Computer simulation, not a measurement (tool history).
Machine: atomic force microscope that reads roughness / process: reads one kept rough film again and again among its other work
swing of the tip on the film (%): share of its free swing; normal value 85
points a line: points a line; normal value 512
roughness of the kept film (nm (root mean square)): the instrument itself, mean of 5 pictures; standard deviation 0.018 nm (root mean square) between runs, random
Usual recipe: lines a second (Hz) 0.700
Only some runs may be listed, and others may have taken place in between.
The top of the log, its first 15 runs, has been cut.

| run | hour | lines a second (Hz) | swing of the tip on the film (%) | points a line | pictures with this tip | hours of work since the height scale was calibrated | roughness of the kept film (nm (root mean square)) |
|---|---|---|---|---|---|---|---|
| 16 | 143.7 | 0.700 | 80 | 290 | 82 | 364 | 5.281 |
| 17 | 154.1 | 3.117 | 85 | 533 | 102 | 370 | 4.270 |
| 18 | 160.7 | 3.117 | 85 | 533 | 115 | 374 | 4.253 |
| 19 | 168.1 | 3.117 | 85 | 533 | 129 | 379 | 4.279 |
| 20 | 177.6 | 1.553 | 68 | 760 | 147 | 385 | 5.193 |
| 21 | 183.5 | 1.553 | 68 | 760 | 159 | 389 | 5.190 |
| 22 | 189.8 | 1.331 | 58 | 292 | 171 | 393 | 5.346 |
| 23 | 197.4 | 3.057 | 72 | 285 | 186 | 398 | 4.789 |
| 24 | 204.7 | 0.708 | 68 | 358 | 200 | 402 | 5.352 |
| 25 | 214.8 | 0.797 | 66 | 389 | 219 | 409 | 5.386 |
| 26 | 221.1 | 1.467 | 67 | 419 | 232 | 413 | 5.228 |
| 27 | 233.3 | 0.720 | 67 | 657 | 255 | 420 | 5.362 |
|  | 236.3 | new tip fitted |
| 28 | 246.7 | 0.720 | 67 | 657 | 20 | 428 | 5.385 |
| 29 | 255.3 | 0.720 | 67 | 657 | 37 | 434 | 5.363 |
| 30 | 264.3 | 1.074 | 72 | 860 | 54 | 440 | 5.271 |

3 options for the next run, each taken on its own from the tool as it stands now. Forecast them:
| A | 275.5 | 1.332 | 89 | 995 | 76 | 447 | ? |
| B | 275.5 | 1.211 | 87 | 1017 | 76 | 447 | ? |
| C | 275.5 | 1.074 | 83 | 314 | 76 | 447 | ? |

| run | roughness of the kept film (nm (root mean square)) |
|---|---|
| A | 4.801 |
| B | 4.931 |
| C | 5.041 |
Without the tool's hidden state the same runs would have given:
| run | roughness of the kept film (nm (root mean square)) |
|---|---|
| A | 4.805 |
| B | 4.934 |
| C | 5.044 |
